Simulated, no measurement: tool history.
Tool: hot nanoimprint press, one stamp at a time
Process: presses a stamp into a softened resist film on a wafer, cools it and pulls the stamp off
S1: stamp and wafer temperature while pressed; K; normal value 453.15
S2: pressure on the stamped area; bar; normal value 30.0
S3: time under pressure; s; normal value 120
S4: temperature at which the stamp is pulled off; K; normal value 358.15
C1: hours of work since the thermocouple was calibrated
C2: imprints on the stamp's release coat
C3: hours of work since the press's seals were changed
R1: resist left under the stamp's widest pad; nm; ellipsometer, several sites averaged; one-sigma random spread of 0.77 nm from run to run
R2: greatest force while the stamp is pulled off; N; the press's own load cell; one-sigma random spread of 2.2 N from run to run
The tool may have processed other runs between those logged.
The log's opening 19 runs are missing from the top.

run   hour      S1    S2   S3      S4   C1   C2   C3     R1   R2
     299.8  -- gauge calibrated
 20  306.8  465.15  30.0   64  349.15   13  164  320  195.9  179
 21  315.7  465.15  30.0   64  349.15   19  189  326  194.5  175
 22  324.9  449.15  45.1  160  362.15   25  214  332  204.4  143
 23  338.2  453.15  27.5  120  361.15   34  252  341  243.6  148
 24  356.3  463.15  28.3  120  358.15   46  303  353  175.0  156
 25  372.9  463.15  28.3  120  358.15   57  349  364  174.3  155
 26  384.8  453.15  30.0  120  358.15   65  383  372  236.4  155
 27  397.5  453.15  43.7  116  349.15   74  418  381  201.3  180
 28  415.2  443.15  23.6  120  358.15   85  468  392  336.6  153
 29  433.1  453.15  30.0  172  358.15   97  518  404  212.9  155
 30  441.2  448.15  30.0  142  346.15  103  541  410  266.5  189

Forecast each of these 4 alternatives for the next run:
  A  460.6  454.15  30.0  133  348.15  116  596  423   ?   ?
  B  460.6  443.15  31.0  198  346.15  116  596  423   ?   ?
  C  460.6  448.15  30.0   65  346.15  116  596  423   ?   ?
  D  460.6  463.15  25.6  120  360.15  116  596  423   ?   ?

run     R1   R2
  A  223.2  180
  B  284.3  182
  C  318.0  187
  D  186.2  148
Had the tool no hidden state, the same runs would have come out as:
run     R1   R2
  A  219.8  180
  B  280.0  182
  C  313.2  186
  D  183.3  147

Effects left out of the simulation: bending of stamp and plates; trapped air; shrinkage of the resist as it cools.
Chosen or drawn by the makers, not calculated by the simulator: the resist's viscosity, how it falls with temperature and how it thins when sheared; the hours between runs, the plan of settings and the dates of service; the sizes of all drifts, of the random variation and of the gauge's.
